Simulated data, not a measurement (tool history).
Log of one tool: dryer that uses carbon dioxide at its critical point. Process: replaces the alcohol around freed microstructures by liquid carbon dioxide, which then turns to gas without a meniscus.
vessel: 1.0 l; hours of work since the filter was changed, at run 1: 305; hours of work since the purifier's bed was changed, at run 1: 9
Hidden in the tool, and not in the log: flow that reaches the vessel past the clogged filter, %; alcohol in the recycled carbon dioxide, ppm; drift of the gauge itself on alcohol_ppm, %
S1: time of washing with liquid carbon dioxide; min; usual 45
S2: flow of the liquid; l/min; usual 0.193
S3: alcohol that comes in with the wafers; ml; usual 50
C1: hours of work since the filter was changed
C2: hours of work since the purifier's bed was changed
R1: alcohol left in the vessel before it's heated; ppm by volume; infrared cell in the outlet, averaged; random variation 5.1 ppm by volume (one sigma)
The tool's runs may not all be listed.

run	hour	S1	S2	S3	C1	C2	R1
1	0	45	0.193	50	305	9	137
2	9.1	45	0.193	50	309	13	153
3	14.3	38	0.193	50	312	16	341
4	20.1	38	0.193	50	315	19	354
5	24.2	38	0.193	50	317	21	354
6	33.2	45	0.193	50	321	25	165
7	40.3	45	0.193	50	325	29	145
8	48.9	45	0.193	50	329	33	154
9	54.9	45	0.193	50	332	36	154
10	59.4	45	0.193	50	334	38	157
11	67.5	45	0.193	50	338	42	159
12	74	45	0.206	50	342	46	105
13	77.8	45	0.206	50	344	48	110
14	83.5	45	0.254	50	347	50	36
15	89.4	45	0.193	50	349	53	168
16	97.2	57	0.193	76	353	57	75
17	106	42	0.266	33	358	62	31
# hour 108: inlet filter changed
18	113.2	45	0.324	116	3	65	18
19	120.7	66	0.193	22	6	69	25
20	127.9	36	0.129	30	10	72	844
21	136.2	55	0.168	69	14	76	71
22	144.9	45	0.138	40	18	81	336
23	153.4	45	0.133	50	23	85	505
24	162.1	45	0.133	50	27	89	528
25	170.7	45	0.133	50	31	94	506
26	176	45	0.133	50	34	96	530
27	182.8	45	0.121	40	37	100	654
28	191.7	45	0.212	21	42	104	31
29	199.1	45	0.212	21	46	108	42

Some steps in R1 between neighbouring runs. How much of each would the tool show without its hidden state too (settings, what came in, random variation), and how much is left for the hidden state, with any gauge scatter that isn't in both results?
Run 2 -> 3: S1 45 -> 38. R1 +188 ppm by volume: hidden state +112, all else +76.
Run 5 -> 6: S1 38 -> 45. R1 -189 ppm by volume: hidden state -110, all else -79.
Run 19 -> 20: S1 66 -> 36, S2 0.193 -> 0.129, S3 22 -> 30. R1 +819 ppm by volume: hidden state +41, all else +778.
Run 20 -> 21: S1 36 -> 55, S2 0.129 -> 0.168, S3 30 -> 69. R1 -773 ppm by volume: hidden state -34, all else -739.

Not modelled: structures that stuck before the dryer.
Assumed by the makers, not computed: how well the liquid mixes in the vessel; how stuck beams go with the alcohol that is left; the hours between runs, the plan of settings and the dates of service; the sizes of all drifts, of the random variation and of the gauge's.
